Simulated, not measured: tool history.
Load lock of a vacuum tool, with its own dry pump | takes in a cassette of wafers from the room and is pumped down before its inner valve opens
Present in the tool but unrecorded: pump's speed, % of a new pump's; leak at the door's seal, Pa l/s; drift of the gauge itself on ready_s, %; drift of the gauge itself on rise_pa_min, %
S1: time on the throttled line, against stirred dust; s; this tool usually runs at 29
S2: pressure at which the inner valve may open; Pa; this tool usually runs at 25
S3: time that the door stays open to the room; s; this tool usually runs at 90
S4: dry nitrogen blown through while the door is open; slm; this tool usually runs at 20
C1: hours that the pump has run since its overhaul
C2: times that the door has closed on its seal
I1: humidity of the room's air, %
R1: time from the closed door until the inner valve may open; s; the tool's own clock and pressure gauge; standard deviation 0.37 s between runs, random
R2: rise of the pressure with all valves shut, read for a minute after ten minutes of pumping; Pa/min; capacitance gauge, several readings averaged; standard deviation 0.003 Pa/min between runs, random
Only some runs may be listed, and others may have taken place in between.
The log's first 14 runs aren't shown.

run,day,S1,S2,S3,S4,C1,C2,I1,R1,R2
15,219.408,57,25,90,20,5738,47923,43.6,88.4,0.517
16,228.95,29,25,90,20,5967,48348,42.7,69.3,0.531
17,243.238,29,25,90,20,6310,48983,47.8,69.6,0.547
18,257.396,29,25,90,20,6650,49613,43,69.4,0.551
19,271.946,29,25,90,20,6999,50260,44.7,70.2,0.569
20,281.662,22,25,90,20,7232,50692,44.3,65.2,0.564
21,297.525,18,19,188,6,7613,51398,44.3,64.1,0.636
22,309.471,18,19,188,6,7900,51929,45.6,64.1,0.639
# day 323.338: door's seal changed, seat wiped
23,330.25,18,29,82,7,8397,308,45.4,61.7,0.057
24,339.104,18,32,176,11,8609,701,42.5,61.6,0.071
25,352.812,18,25,90,14,8938,1311,49.9,62.4,0.061
26,365.183,18,25,90,14,9235,1861,44.8,63.2,0.053
27,379.162,18,48,26,14,9571,2483,45.2,59.3,0.037
28,396.283,39,20,42,26,9982,3245,47.3,78.5,0.036
29,411.946,29,18,209,20,10358,3941,43.8,73.3,0.086
30,433.092,16,19,90,20,10865,4882,44.8,63.9,0.062
31,450.971,44,19,27,30,11294,5677,43.5,83.7,0.041
32,471.062,14,29,30,20,11776,6571,44.7,60.6,0.056
33,490.521,56,36,123,26,12243,7436,45.5,87,0.078
34,507.817,44,25,54,8,12659,8205,42.7,82.4,0.079
35,529.292,29,46,90,4,13174,9161,45.9,68.1,0.105
36,548.771,29,25,42,19,13641,10027,45.4,72.3,0.083
37,566.392,28,25,42,33,14064,10811,46.4,72.1,0.082
38,577.054,28,25,42,33,14320,11285,43.1,72.5,0.085

Branching from run 38: 3 alternative next runs. What would each branch give?
A,590.838,17,25,90,8,14651,11898,43,?,?
B,590.838,38,22,90,17,14651,11898,41.9,?,?
C,590.838,28,25,73,15,14651,11898,47.5,?,?

run,R1,R2
A,64.8,0.116
B,79.9,0.109
C,72.3,0.114
Without the tool's hidden state the same runs would have given:
run,R1,R2
A,57.9,0.054
B,73.8,0.046
C,65.8,0.052
